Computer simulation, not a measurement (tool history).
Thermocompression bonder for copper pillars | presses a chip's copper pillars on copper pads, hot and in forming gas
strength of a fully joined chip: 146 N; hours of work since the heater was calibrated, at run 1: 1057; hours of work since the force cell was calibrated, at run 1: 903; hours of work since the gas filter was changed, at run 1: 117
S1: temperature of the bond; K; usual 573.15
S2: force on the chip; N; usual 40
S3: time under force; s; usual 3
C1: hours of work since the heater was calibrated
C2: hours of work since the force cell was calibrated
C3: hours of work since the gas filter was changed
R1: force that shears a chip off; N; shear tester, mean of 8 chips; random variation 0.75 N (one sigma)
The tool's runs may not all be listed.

Run 1, hour 0: usual settings; C1 1057; C2 903; C3 117. Result: R1 71.6 N.
Run 2, hour 26.4: usual settings; C1 1073; C2 919; C3 133. Result: R1 71.3 N.
Run 3, hour 66.7: usual settings but S1 550.15 K; C1 1097; C2 943; C3 157. Result: R1 55.8 N.
Run 4, hour 106.4: usual settings but S1 550.15 K; C1 1121; C2 967; C3 181. Result: R1 55.7 N.
Run 5, hour 145.1: usual settings; C1 1145; C2 991; C3 204. Result: R1 70.8 N.
Run 6, hour 180.6: usual settings but S2 39 N; C1 1166; C2 1012; C3 226. Result: R1 67.9 N.
Run 7, hour 226: usual settings but S2 26 N; C1 1193; C2 1039; C3 253. Result: R1 41.4 N.
Run 8, hour 269: usual settings but S2 26 N; C1 1219; C2 1065; C3 279. Result: R1 42.6 N.
Run 9, hour 294.7: usual settings; C1 1234; C2 1081; C3 294. Result: R1 69.1 N.
Run 10, hour 336: usual settings; C1 1259; C2 1105; C3 319. Result: R1 68 N.
At hour 346.4: heater calibrated with a thermocouple chip.
Run 11, hour 385.7: usual settings; C1 24; C2 1134; C3 348. Result: R1 72.6 N.
Run 12, hour 412.5: usual settings; C1 40; C2 1150; C3 364. Result: R1 72.9 N.
Run 13, hour 461.9: usual settings; C1 69; C2 1180; C3 394. Result: R1 71.9 N.
Run 14, hour 485.5: usual settings but S1 556.15 K, S2 25 N, S3 2 s; C1 84; C2 1194; C3 408. Result: R1 29.2 N.
At hour 489.3: force cell calibrated.
Run 15, hour 532.9: usual settings but S1 556.15 K, S2 25 N, S3 2 s; C1 111; C2 26; C3 435. Result: R1 27.9 N.
At hour 543.5: forming gas filter changed.
Run 16, hour 569.1: usual settings but S1 569.15 K, S2 52 N; C1 133; C2 48; C3 15. Result: R1 89.8 N.
Run 17, hour 598.2: usual settings but S1 602.15 K, S2 47 N, S3 4 s; C1 150; C2 65; C3 33. Result: R1 111.9 N.
Run 18, hour 644.8: usual settings but S3 2 s; C1 178; C2 93; C3 61. Result: R1 63 N.
Run 19, hour 694.4: usual settings but S1 553.15 K; C1 208; C2 123; C3 91. Result: R1 58.2 N.
Run 20, hour 741.3: usual settings but S1 544.15 K, S2 25 N; C1 236; C2 151; C3 119. Result: R1 29.4 N.
At hour 760.6: force cell calibrated, once more.
Run 21, hour 767.9: usual settings but S2 25 N, S3 2 s; C1 251; C2 4; C3 134. Result: R1 39.8 N.
Run 22, hour 795.4: usual settings but S1 548.15 K; C1 268; C2 21; C3 150. Result: R1 61.6 N.
Run 23, hour 821.6: usual settings but S1 548.15 K; C1 283; C2 37; C3 166. Result: R1 62.3 N.
Run 24, hour 846: usual settings but S1 565.15 K, S2 52 N; C1 298; C2 51; C3 181. Result: R1 92.3 N.
Run 25, hour 870.2: usual settings but S2 43 N, S3 2 s; C1 313; C2 66; C3 195. Result: R1 74.1 N.
Run 26, hour 903.3: usual settings but S2 28 N; C1 333; C2 86; C3 215. Result: R1 52.2 N.

Forecast each of these 5 alternatives for the next run:
Run A, hour 929.9: usual settings but S1 553.15 K; C1 349; C2 102; C3 231. Result: R1 ?.
Run B, hour 929.9: usual settings but S2 24 N; C1 349; C2 102; C3 231. Result: R1 ?.
Run C, hour 929.9: usual settings but S1 595.15 K, S2 28 N; C1 349; C2 102; C3 231. Result: R1 ?.
Run D, hour 929.9: usual settings but S2 29 N; C1 349; C2 102; C3 231. Result: R1 ?.
Run E, hour 929.9: usual settings but S1 600.15 K, S2 27 N; C1 349; C2 102; C3 231. Result: R1 ?.

run    R1
  A  64.7
  B  44.3
  C  65.1
  D  54.5
  E  64.3
Without the tool's hidden state the same runs would have given:
run    R1
  A  68.9
  B  47.3
  C  69.2
  D  58.1
  E  68.4

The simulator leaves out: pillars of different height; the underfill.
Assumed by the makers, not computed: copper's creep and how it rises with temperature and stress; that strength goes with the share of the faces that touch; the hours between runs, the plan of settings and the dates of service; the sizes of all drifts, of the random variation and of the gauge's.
